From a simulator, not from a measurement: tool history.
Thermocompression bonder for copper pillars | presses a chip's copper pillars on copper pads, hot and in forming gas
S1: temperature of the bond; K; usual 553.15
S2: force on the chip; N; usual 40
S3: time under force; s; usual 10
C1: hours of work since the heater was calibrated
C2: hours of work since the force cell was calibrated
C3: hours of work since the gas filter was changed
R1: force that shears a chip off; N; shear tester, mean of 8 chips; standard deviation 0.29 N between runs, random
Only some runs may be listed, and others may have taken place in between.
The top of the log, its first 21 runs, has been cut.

Run 22, hour 374.6: usual settings but S2 38 N, S3 22 s; C1 817; C2 1029; C3 114. Result: R1 38.0 N.
Run 23, hour 387.6: usual settings but S1 530.15 K, S2 38 N, S3 28 s; C1 827; C2 1039; C3 125. Result: R1 28.2 N.
Run 24, hour 412.5: usual settings but S1 559.15 K, S2 28 N, S3 15 s; C1 846; C2 1058; C3 144. Result: R1 28.9 N.
Run 25, hour 433.9: usual settings but S1 559.15 K, S2 28 N, S3 15 s; C1 863; C2 1075; C3 161. Result: R1 29.7 N.
Run 26, hour 450.8: usual settings but S1 556.15 K, S2 28 N; C1 876; C2 1088; C3 174. Result: R1 23.9 N.
Run 27, hour 461.7: usual settings but S1 556.15 K, S2 59 N, S3 6 s; C1 885; C2 1097; C3 183. Result: R1 32.8 N.
Run 28, hour 481.3: usual settings but S1 530.15 K, S2 35 N, S3 25 s; C1 900; C2 1112; C3 198. Result: R1 25.9 N.
Run 29, hour 502.3: usual settings but S1 530.15 K, S2 35 N, S3 25 s; C1 917; C2 1129; C3 215. Result: R1 25.7 N.
Run 30, hour 522.5: usual settings but S2 34 N; C1 933; C2 1145; C3 231. Result: R1 25.5 N.
Run 31, hour 543.2: usual settings but S1 575.15 K, S2 37 N, S3 6 s; C1 949; C2 1161; C3 247. Result: R1 31.9 N.
Run 32, hour 562.2: usual settings but S1 575.15 K, S2 37 N, S3 6 s; C1 964; C2 1176; C3 262. Result: R1 31.7 N.
Run 33, hour 580.9: usual settings but S1 575.15 K, S2 31 N, S3 13 s; C1 979; C2 1191; C3 276. Result: R1 36.7 N.
Run 34, hour 593.8: usual settings but S1 571.15 K, S3 7 s; C1 989; C2 1201; C3 287. Result: R1 33.1 N.

Here are 5 independent what-if runs from the current tool condition. What would each one return?
Run A, hour 606.7: usual settings but S1 557.15 K, S3 20 s; C1 999; C2 1211; C3 297. Result: R1 ?.
Run B, hour 606.7: usual settings but S1 567.15 K, S2 38 N, S3 8 s; C1 999; C2 1211; C3 297. Result: R1 ?.
Run C, hour 606.7: usual settings but S1 567.15 K, S2 51 N, S3 7 s; C1 999; C2 1211; C3 297. Result: R1 ?.
Run D, hour 606.7: usual settings but S1 571.15 K, S3 6 s; C1 999; C2 1211; C3 297. Result: R1 ?.
Run E, hour 606.7: usual settings but S1 531.15 K, S2 48 N, S3 27 s; C1 999; C2 1211; C3 297. Result: R1 ?.

run    R1
  A  40.1
  B  32.0
  C  36.8
  D  31.2
  E  33.8
The same runs, with their run-to-run variation unchanged, on a tool lacking any hidden condition would have given:
run    R1
  A  40.0
  B  31.9
  C  36.7
  D  31.2
  E  33.8
